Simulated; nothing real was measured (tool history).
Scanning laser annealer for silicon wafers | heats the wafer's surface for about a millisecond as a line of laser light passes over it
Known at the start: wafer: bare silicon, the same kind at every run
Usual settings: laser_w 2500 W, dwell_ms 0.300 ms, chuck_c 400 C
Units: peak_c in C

Run 1, hour 0.0: usual settings. Result: peak_c 1126 C.
Run 2, hour 46.0: usual settings. Result: peak_c 1126 C.
Run 3, hour 90.1: usual settings. Result: peak_c 1124 C.
Run 4, hour 138.5: usual settings. Result: peak_c 1122 C.
Run 5, hour 176.0: usual settings. Result: peak_c 1123 C.
Run 6, hour 203.0: usual settings. Result: peak_c 1123 C.
Run 7, hour 263.8: usual settings but laser_w 2351 W. Result: peak_c 1076 C.
Run 8, hour 295.0: usual settings but dwell_ms 0.361 ms. Result: peak_c 1185 C.
Run 9, hour 329.1: usual settings but chuck_c 439 C. Result: peak_c 1157 C.
Run 10, hour 364.8: usual settings but chuck_c 418 C. Result: peak_c 1137 C.
Run 11, hour 419.8: usual settings. Result: peak_c 1121 C.
At hour 428.1: optics aligned, line set to its width.
Run 12, hour 466.5: usual settings. Result: peak_c 1116 C.
Run 13, hour 492.8: usual settings but chuck_c 436 C. Result: peak_c 1153 C.
Run 14, hour 532.6: usual settings but laser_w 2721 W. Result: peak_c 1180 C.
Run 15, hour 558.1: usual settings but laser_w 2721 W. Result: peak_c 1178 C.
Run 16, hour 612.3: usual settings but dwell_ms 0.340 ms. Result: peak_c 1159 C.
At hour 637.5: optics aligned, line set to its width, once more.
Run 17, hour 650.8: usual settings but dwell_ms 0.347 ms. Result: peak_c 1169 C.
Run 18, hour 699.7: usual settings but dwell_ms 0.253 ms. Result: peak_c 1063 C.
Run 19, hour 730.9: usual settings but dwell_ms 0.253 ms. Result: peak_c 1059 C.
Run 20, hour 785.7: usual settings but dwell_ms 0.253 ms. Result: peak_c 1062 C.
Run 21, hour 849.2: usual settings but dwell_ms 0.253 ms. Result: peak_c 1061 C.
Run 22, hour 906.5: usual settings but dwell_ms 0.342 ms, chuck_c 420 C. Result: peak_c 1179 C.
Run 23, hour 935.8: usual settings but dwell_ms 0.342 ms, chuck_c 420 C. Result: peak_c 1182 C.
Run 24, hour 986.7: usual settings but dwell_ms 0.342 ms, chuck_c 420 C. Result: peak_c 1177 C.
Run 25, hour 1018.1: usual settings but dwell_ms 0.245 ms, chuck_c 413 C. Result: peak_c 1058 C.
Run 26, hour 1064.0: usual settings but laser_w 2131 W, dwell_ms 0.297 ms, chuck_c 397 C. Result: peak_c 997 C.
Run 27, hour 1095.3: usual settings but laser_w 2489 W, dwell_ms 0.297 ms, chuck_c 397 C. Result: peak_c 1103 C.
Run 28, hour 1158.5: usual settings but laser_w 2208 W, dwell_ms 0.297 ms, chuck_c 397 C. Result: peak_c 1020 C.
Run 29, hour 1189.4: usual settings but laser_w 2161 W, chuck_c 430 C. Result: peak_c 1041 C.
Run 30, hour 1245.5: usual settings but laser_w 2613 W, chuck_c 402 C. Result: peak_c 1144 C.
At hour 1290.2: window over the wafer cleaned.
Run 31, hour 1304.0: usual settings but laser_w 2256 W, dwell_ms 0.248 ms, chuck_c 406 C. Result: peak_c 1011 C.
Run 32, hour 1337.3: usual settings but chuck_c 368 C. Result: peak_c 1104 C.
Run 33, hour 1383.9: usual settings but chuck_c 368 C. Result: peak_c 1104 C.
Run 34, hour 1424.3: usual settings but laser_w 2312 W, dwell_ms 0.322 ms. Result: peak_c 1101 C.
Run 35, hour 1472.4: usual settings but laser_w 2312 W, dwell_ms 0.237 ms, chuck_c 403 C. Result: peak_c 1009 C.
Run 36, hour 1499.3: usual settings but laser_w 2219 W, dwell_ms 0.354 ms. Result: peak_c 1101 C.
Run 37, hour 1531.8: usual settings but laser_w 2531 W, dwell_ms 0.250 ms, chuck_c 379 C. Result: peak_c 1060 C.
Run 38, hour 1589.7: usual settings but laser_w 2531 W, dwell_ms 0.250 ms, chuck_c 379 C. Result: peak_c 1060 C.
Run 39, hour 1619.4: usual settings but laser_w 2531 W, dwell_ms 0.250 ms, chuck_c 379 C. Result: peak_c 1057 C.
Run 40, hour 1661.4: usual settings but laser_w 2455 W, dwell_ms 0.286 ms. Result: peak_c 1103 C.
Run 41, hour 1694.0: usual settings but laser_w 2455 W, dwell_ms 0.286 ms. Result: peak_c 1100 C.
Run 42, hour 1723.5: usual settings but laser_w 2390 W, dwell_ms 0.276 ms. Result: peak_c 1071 C.

Some steps in peak_c between neighbouring runs. How much of each would the tool show without its hidden state too (settings, what came in, random variation), and how much is left for the hidden state, with any gauge scatter that isn't in both results?
The hidden state here: light that passes the window, % of a clean one's; laser's true power over the reading, %; width of the line over the set one, %; drift of the gauge itself on peak_c, C.
Run 16 -> 17: dwell_ms 0.340 -> 0.347, optics aligned, line set to its width, once more. peak_c +10 C: hidden state +7, all else +3.
Run 21 -> 22: dwell_ms 0.253 -> 0.342, chuck_c 400 -> 420. peak_c +118 C: hidden state -3, all else +121.
Run 24 -> 25: dwell_ms 0.342 -> 0.245, chuck_c 420 -> 413. peak_c -119 C: hidden state +2, all else -121.
Run 29 -> 30: laser_w 2161 -> 2613, chuck_c 430 -> 402. peak_c +103 C: hidden state -4, all else +107.
Run 30 -> 31: laser_w 2613 -> 2256, dwell_ms 0.300 -> 0.248, chuck_c 402 -> 406, window over the wafer cleaned. peak_c -133 C: hidden state +28, all else -161.
